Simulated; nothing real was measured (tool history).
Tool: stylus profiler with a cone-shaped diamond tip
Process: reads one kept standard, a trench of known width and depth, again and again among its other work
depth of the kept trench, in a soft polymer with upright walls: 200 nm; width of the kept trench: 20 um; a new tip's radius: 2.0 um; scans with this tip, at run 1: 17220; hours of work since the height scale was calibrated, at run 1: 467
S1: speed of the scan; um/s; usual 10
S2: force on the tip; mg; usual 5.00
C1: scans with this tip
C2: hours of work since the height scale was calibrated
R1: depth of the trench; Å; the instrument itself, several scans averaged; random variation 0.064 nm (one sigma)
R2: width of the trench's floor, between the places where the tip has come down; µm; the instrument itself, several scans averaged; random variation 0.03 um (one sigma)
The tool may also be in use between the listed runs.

Run 1, hour 0.0: usual settings; C1 17220; C2 467. Result: R1 2025.0 Å, R2 18.24 µm.
Run 2, hour 63.7: usual settings but S2 3.69 mg; C1 17757; C2 511. Result: R1 2019.4 Å, R2 18.22 µm.
Run 3, hour 121.7: usual settings but S2 3.69 mg; C1 18246; C2 551. Result: R1 2019.2 Å, R2 18.21 µm.
Run 4, hour 148.9: usual settings but S2 3.69 mg; C1 18476; C2 570. Result: R1 2020.0 Å, R2 18.29 µm.
Run 5, hour 207.6: usual settings but S2 3.69 mg; C1 18971; C2 610. Result: R1 2019.9 Å, R2 18.23 µm.
Run 6, hour 260.8: usual settings but S2 3.69 mg; C1 19419; C2 646. Result: R1 2018.8 Å, R2 18.23 µm.
Run 7, hour 311.1: usual settings but S1 3 um/s; C1 19843; C2 681. Result: R1 2023.9 Å, R2 18.26 µm.
Run 8, hour 364.8: usual settings but S1 3 um/s; C1 20296; C2 718. Result: R1 2023.8 Å, R2 18.20 µm.
Run 9, hour 415.9: usual settings but S1 3 um/s; C1 20727; C2 753. Result: R1 2024.7 Å, R2 18.30 µm.
Run 10, hour 472.4: usual settings but S1 3 um/s, S2 2.35 mg; C1 21203; C2 791. Result: R1 2015.8 Å, R2 18.20 µm.
Run 11, hour 530.4: usual settings but S1 3 um/s, S2 2.35 mg; C1 21692; C2 831. Result: R1 2014.9 Å, R2 18.19 µm.
Run 12, hour 563.8: usual settings but S1 18 um/s; C1 21974; C2 854. Result: R1 2024.2 Å, R2 18.22 µm.
Run 13, hour 607.8: usual settings but S1 4 um/s, S2 3.75 mg; C1 22345; C2 884. Result: R1 2019.5 Å, R2 18.25 µm.
Run 14, hour 638.9: usual settings but S1 2 um/s, S2 2.76 mg; C1 22607; C2 906. Result: R1 2017.2 Å, R2 18.23 µm.
At hour 657.3: height scale calibrated on a step standard.
Run 15, hour 695.1: usual settings but S1 22 um/s, S2 3.49 mg; C1 23077; C2 26. Result: R1 2018.0 Å, R2 18.21 µm.
At hour 743.7: new tip fitted, height scale calibrated.
Run 16, hour 752.5: usual settings but S1 6 um/s, S2 4.69 mg; C1 74; C2 6. Result: R1 2023.0 Å, R2 18.19 µm.
Run 17, hour 806.2: usual settings but S1 6 um/s, S2 4.69 mg; C1 527; C2 43. Result: R1 2023.2 Å, R2 18.25 µm.
Run 18, hour 853.9: usual settings but S1 38 um/s, S2 3.39 mg; C1 929; C2 76. Result: R1 2018.3 Å, R2 18.18 µm.
Run 19, hour 897.6: usual settings but S1 22 um/s, S2 7.49 mg; C1 1298; C2 106. Result: R1 2030.7 Å, R2 18.23 µm.
Run 20, hour 928.8: usual settings but S1 22 um/s, S2 7.49 mg; C1 1560; C2 127. Result: R1 2030.6 Å, R2 18.21 µm.
Run 21, hour 991.5: usual settings but S1 39 um/s, S2 14.85 mg; C1 2089; C2 170. Result: R1 2050.9 Å, R2 18.24 µm.
Run 22, hour 1051.1: usual settings but S1 3 um/s, S2 2.02 mg; C1 2592; C2 211. Result: R1 2013.4 Å, R2 18.26 µm.
Run 23, hour 1105.7: usual settings but S1 8 um/s, S2 14.11 mg; C1 3053; C2 248. Result: R1 2048.8 Å, R2 18.29 µm.

The same runs without the tool's hidden state, with the same run-to-run variation:
The hidden state here: radius of the tip, um; height scale over the true one, %; drift of the gauge itself on depth_nm, %; drift of the gauge itself on floor_um, %.
run     R2
  1  18.26
  2  18.24
  3  18.23
  4  18.31
  5  18.25
  6  18.25
  7  18.28
  8  18.23
  9  18.33
 10  18.23
 11  18.21
 12  18.25
 13  18.28
 14  18.25
 15  18.23
 16  18.18
 17  18.25
 18  18.18
 19  18.23
 20  18.21
 21  18.24
 22  18.27
 23  18.29
R1: within 0.2 Å of the measured result in every run.

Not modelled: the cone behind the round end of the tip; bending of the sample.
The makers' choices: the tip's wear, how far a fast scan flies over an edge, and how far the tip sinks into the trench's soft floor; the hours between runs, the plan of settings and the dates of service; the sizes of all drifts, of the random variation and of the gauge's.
